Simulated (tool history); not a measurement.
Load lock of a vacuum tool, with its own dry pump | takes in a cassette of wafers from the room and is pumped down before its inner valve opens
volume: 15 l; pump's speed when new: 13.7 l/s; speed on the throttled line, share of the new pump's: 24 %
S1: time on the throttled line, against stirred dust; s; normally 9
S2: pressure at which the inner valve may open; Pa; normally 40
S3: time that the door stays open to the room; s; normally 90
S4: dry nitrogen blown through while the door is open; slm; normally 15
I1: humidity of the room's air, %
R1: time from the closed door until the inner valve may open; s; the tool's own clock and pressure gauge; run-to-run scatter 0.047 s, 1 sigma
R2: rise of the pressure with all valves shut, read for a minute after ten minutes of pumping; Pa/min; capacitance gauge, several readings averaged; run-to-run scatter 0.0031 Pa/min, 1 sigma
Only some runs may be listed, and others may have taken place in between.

{"run": 1, "hour": 0.0, "S1": 9, "S2": 40, "S3": 90, "S4": 15, "I1": 46.3, "R1": 15.4, "R2": 0.064}
{"run": 2, "hour": 625.3, "S1": 9, "S2": 40, "S3": 90, "S4": 15, "I1": 46.6, "R1": 15.45, "R2": 0.067}
{"run": 3, "hour": 1193.0, "S1": 9, "S2": 40, "S3": 90, "S4": 15, "I1": 43.9, "R1": 15.45, "R2": 0.063}
{"run": 4, "hour": 1661.7, "S1": 9, "S2": 40, "S3": 90, "S4": 9, "I1": 46.3, "R1": 15.51, "R2": 0.079}
{"run": 5, "hour": 2282.0, "S1": 9, "S2": 40, "S3": 90, "S4": 9, "I1": 42.7, "R1": 15.45, "R2": 0.072}
{"run": 6, "hour": 2572.0, "S1": 9, "S2": 40, "S3": 90, "S4": 34, "I1": 47.4, "R1": 15.43, "R2": 0.044}
{"run": 7, "hour": 3039.3, "S1": 9, "S2": 40, "S3": 90, "S4": 34, "I1": 46.7, "R1": 15.48, "R2": 0.045}
{"run": 8, "hour": 3499.8, "S1": 9, "S2": 40, "S3": 90, "S4": 34, "I1": 45, "R1": 15.4, "R2": 0.036}
{"run": 9, "hour": 4153.3, "S1": 9, "S2": 40, "S3": 90, "S4": 34, "I1": 42.3, "R1": 15.46, "R2": 0.037}
{"run": 10, "hour": 4793.5, "S1": 9, "S2": 40, "S3": 90, "S4": 34, "I1": 48.5, "R1": 15.46, "R2": 0.044}
{"run": 11, "hour": 5116.2, "S1": 9, "S2": 40, "S3": 90, "S4": 34, "I1": 43.5, "R1": 15.44, "R2": 0.032}
{"run": 12, "hour": 5603.5, "S1": 9, "S2": 40, "S3": 90, "S4": 15, "I1": 40.5, "R1": 15.41, "R2": 0.061}
{"run": 13, "hour": 6219.5, "S1": 9, "S2": 37, "S3": 90, "S4": 15, "I1": 42.5, "R1": 15.53, "R2": 0.065}
{"run": 14, "hour": 6823.6, "S1": 9, "S2": 37, "S3": 90, "S4": 15, "I1": 44.4, "R1": 15.51, "R2": 0.068}
{"run": 15, "hour": 7145.8, "S1": 5, "S2": 40, "S3": 90, "S4": 15, "I1": 45.1, "R1": 12.47, "R2": 0.06}
{"run": 16, "hour": 7768.2, "S1": 9, "S2": 64, "S3": 90, "S4": 15, "I1": 45.8, "R1": 14.95, "R2": 0.064}
{"run": 17, "hour": 8220.0, "S1": 9, "S2": 40, "S3": 90, "S4": 15, "I1": 45.4, "R1": 15.49, "R2": 0.062}
{"run": 18, "hour": 8800.8, "S1": 9, "S2": 40, "S3": 90, "S4": 15, "I1": 43, "R1": 15.5, "R2": 0.06}
{"run": 19, "hour": 9439.5, "S1": 7, "S2": 45, "S3": 193, "S4": 17, "I1": 46.8, "R1": 13.82, "R2": 0.086}
{"run": 20, "hour": 9780.9, "S1": 7, "S2": 58, "S3": 193, "S4": 11, "I1": 42, "R1": 13.49, "R2": 0.096}
{"run": 21, "hour": 10403.8, "S1": 7, "S2": 44, "S3": 193, "S4": 25, "I1": 48.2, "R1": 13.81, "R2": 0.07}
{"run": 22, "hour": 10826.8, "S1": 8, "S2": 32, "S3": 198, "S4": 25, "I1": 43.2, "R1": 14.97, "R2": 0.065}
{"run": 23, "hour": 11442.8, "S1": 9, "S2": 31, "S3": 87, "S4": 43, "I1": 48.3, "R1": 15.73, "R2": 0.04}
{"run": 24, "hour": 12067.7, "S1": 9, "S2": 71, "S3": 131, "S4": 16, "I1": 43.6, "R1": 14.79, "R2": 0.069}
{"run": 25, "hour": 12413.9, "S1": 9, "S2": 71, "S3": 131, "S4": 16, "I1": 42.1, "R1": 14.82, "R2": 0.066}
{"run": 26, "hour": 12730.7, "S1": 9, "S2": 71, "S3": 131, "S4": 16, "I1": 44, "R1": 14.81, "R2": 0.069}
{"run": 27, "hour": 13369.4, "S1": 9, "S2": 71, "S3": 131, "S4": 16, "I1": 47.4, "R1": 14.77, "R2": 0.071}
{"run": 28, "hour": 13691.7, "S1": 4, "S2": 40, "S3": 27, "S4": 15, "I1": 45.9, "R1": 11.67, "R2": 0.041}
{"run": 29, "hour": 14190.8, "S1": 11, "S2": 40, "S3": 90, "S4": 41, "I1": 42.1, "R1": 17, "R2": 0.031}
{"run": 30, "hour": 14867.1, "S1": 11, "S2": 41, "S3": 164, "S4": 38, "I1": 47.8, "R1": 16.98, "R2": 0.046}
{"run": 31, "hour": 15383.2, "S1": 9, "S2": 40, "S3": 126, "S4": 9, "I1": 42.9, "R1": 15.45, "R2": 0.087}
{"run": 32, "hour": 15771.8, "S1": 6, "S2": 54, "S3": 126, "S4": 6, "I1": 45, "R1": 12.79, "R2": 0.106}
{"run": 33, "hour": 16343.8, "S1": 11, "S2": 29, "S3": 52, "S4": 12, "I1": 42.4, "R1": 17.36, "R2": 0.052}
{"run": 34, "hour": 16813.6, "S1": 7, "S2": 34, "S3": 52, "S4": 12, "I1": 45.5, "R1": 14.14, "R2": 0.054}
{"run": 35, "hour": 17157.4, "S1": 5, "S2": 62, "S3": 97, "S4": 14, "I1": 45.1, "R1": 11.95, "R2": 0.068}
{"run": 36, "hour": 17608.2, "S1": 5, "S2": 62, "S3": 97, "S4": 14, "I1": 43.6, "R1": 11.84, "R2": 0.063}

Put back what was entered between runs (3 entries, withheld): which listed runs does each sit between, and how does the hidden state differ from the listed run before to the listed run after?
Logged between run 7 and run 8: door's seal changed, seat wiped (hour 3478.7)
  pump's speed, % of a new pump's: 100 -> 99.9; leak at the door's seal, Pa l/s: 0.0024 -> 0.002
Logged between run 17 and run 18: dry pump taken out, an overhauled one fitted (hour 8275.3)
  pump's speed, % of a new pump's: 99.9 -> 100
Logged between run 31 and run 32: door's seal changed, seat wiped (hour 15743.3)
  leak at the door's seal, Pa l/s: 0.0025 -> 0.002

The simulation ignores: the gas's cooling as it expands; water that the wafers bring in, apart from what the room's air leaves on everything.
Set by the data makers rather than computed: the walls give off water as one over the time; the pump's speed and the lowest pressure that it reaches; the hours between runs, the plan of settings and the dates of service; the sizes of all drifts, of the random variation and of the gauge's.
